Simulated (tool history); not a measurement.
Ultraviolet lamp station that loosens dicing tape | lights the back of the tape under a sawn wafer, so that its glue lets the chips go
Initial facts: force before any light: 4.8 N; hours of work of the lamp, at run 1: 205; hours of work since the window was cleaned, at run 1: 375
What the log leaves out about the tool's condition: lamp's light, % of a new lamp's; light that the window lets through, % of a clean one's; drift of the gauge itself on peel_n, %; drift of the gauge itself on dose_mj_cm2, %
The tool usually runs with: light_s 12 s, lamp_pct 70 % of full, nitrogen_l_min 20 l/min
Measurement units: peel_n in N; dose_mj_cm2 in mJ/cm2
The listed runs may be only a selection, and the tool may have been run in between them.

run,day,light_s,lamp_pct,nitrogen_l_min,hours of work of the lamp,hours of work since the window was cleaned,peel_n,dose_mj_cm2
1,0.000,12,70,20,205,375,0.469,400
2,0.483,18,70,20,213,383,0.244,597
3,0.875,18,70,20,220,390,0.241,604
4,1.250,18,70,20,227,397,0.232,596
5,1.967,18,70,20,239,409,0.235,596
6,2.583,12,90,20,250,420,0.314,510
7,3.171,12,70,16,261,431,0.583,390
# day 3.233: window cleaned of glue's vapour
8,3.704,12,70,15,270,8,0.633,382
9,4.142,12,63,20,278,16,0.660,346
10,4.492,12,63,20,284,22,0.629,347
# day 4.746: window cleaned of glue's vapour, once more
11,5.033,12,63,6,293,5,1.165,380
12,5.325,8,62,7,298,10,1.733,251
13,5.625,10,70,20,304,16,0.628,356
14,6.096,10,70,20,312,24,0.658,349
15,6.538,10,70,22,320,32,0.602,350
16,7.008,23,70,20,328,40,0.164,800
17,7.375,7,86,11,335,47,1.154,294

Below are 3 alternative next runs, each starting from the tool's condition after run 17. Predict each:
A,7.750,13,64,11,341,53,?,?
B,7.750,10,82,20,341,53,?,?
C,7.750,12,70,18,341,53,?,?

run,peel_n,dose_mj_cm2
A,0.689,411
B,0.473,404
C,0.485,418
The same runs, with their run-to-run variation unchanged, on a tool lacking any hidden condition would have given:
run,peel_n,dose_mj_cm2
A,0.613,440
B,0.418,432
C,0.428,447
